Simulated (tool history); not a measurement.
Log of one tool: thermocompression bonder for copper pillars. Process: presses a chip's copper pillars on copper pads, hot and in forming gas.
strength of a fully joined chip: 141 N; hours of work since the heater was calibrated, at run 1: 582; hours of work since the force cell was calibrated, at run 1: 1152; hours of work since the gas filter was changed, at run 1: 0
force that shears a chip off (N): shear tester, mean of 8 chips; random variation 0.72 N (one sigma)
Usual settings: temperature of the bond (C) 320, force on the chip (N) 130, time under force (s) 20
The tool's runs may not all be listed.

run,hour,temperature of the bond (C),force on the chip (N),time under force (s),hours of work since the heater was calibrated,hours of work since the force cell was calibrated,hours of work since the gas filter was changed,force that shears a chip off (N)
1,0,320,130,20,582,1152,0,51.9
2,34.9,320,130,28,606,1176,24,60.5
3,80.3,336,130,20,637,1206,54,64.8
4,103.1,312,130,20,652,1222,70,47.2
5,129.4,326,130,20,670,1239,87,55.7
# hour 172.6: force cell calibrated
6,180,320,130,20,703,5,120,52.2
7,220.5,320,130,20,730,32,148,51.1
8,254.6,320,130,20,753,55,171,51.5
9,293.8,320,130,20,780,82,197,51.2
10,331.2,320,130,20,805,107,222,52.4
11,356.4,320,130,20,822,124,239,51.5
12,392.1,320,130,20,846,148,263,51.3
13,419.9,345,130,20,865,167,282,70.6
# hour 443.4: heater calibrated with a thermocouple chip
14,467.6,345,156,20,16,198,313,82.9
15,510,320,146,20,45,226,342,57.6
16,543.6,320,146,20,68,249,364,57.4
17,586.1,320,90,20,96,278,393,32.3
18,614.6,320,90,20,115,297,412,33.2
19,657.1,320,90,20,144,325,441,33.2
# hour 695.2: forming gas filter changed
20,698.2,320,90,16,172,353,2,29.2
21,750.8,313,159,16,207,388,38,54.1
22,786.3,313,159,16,231,412,61,55
23,827.3,309,195,20,259,440,89,69.4
24,873.5,330,111,25,290,471,120,53.1
25,918.5,291,105,25,320,501,151,27.7
26,959.2,314,129,11,348,529,178,36.8
27,989.6,330,184,38,368,549,199,99.6
28,1035.6,344,130,11,399,580,230,56
29,1069.5,344,130,11,422,603,252,56.4
30,1122.3,344,165,11,458,639,288,72.7
31,1158.7,344,165,11,482,663,313,70.5
32,1193.3,328,130,14,505,687,336,49.1
33,1222,306,98,22,525,706,355,31.2
34,1252,344,111,20,545,726,376,56.9
35,1276.9,344,111,12,562,743,392,49.5
36,1317.4,319,111,48,589,770,420,58.5
37,1345.4,309,155,48,608,789,439,75.3
38,1370.1,318,103,46,625,806,455,53.9
# hour 1388: forming gas filter changed
39,1405.5,318,103,46,648,829,12,52.6
40,1441.8,318,92,46,673,854,36,47.4

Forecast each of these 4 alternatives for the next run:
A,1465.2,320,130,15,688,870,52,?
B,1465.2,348,119,49,688,870,52,?
C,1465.2,308,141,16,688,870,52,?
D,1465.2,298,104,11,688,870,52,?

run,force that shears a chip off (N)
A,47.5
B,87.9
C,43.9
D,21.5
Without the tool's hidden state the same runs would have given:
run,force that shears a chip off (N)
A,46.6
B,86.9
C,43.1
D,21

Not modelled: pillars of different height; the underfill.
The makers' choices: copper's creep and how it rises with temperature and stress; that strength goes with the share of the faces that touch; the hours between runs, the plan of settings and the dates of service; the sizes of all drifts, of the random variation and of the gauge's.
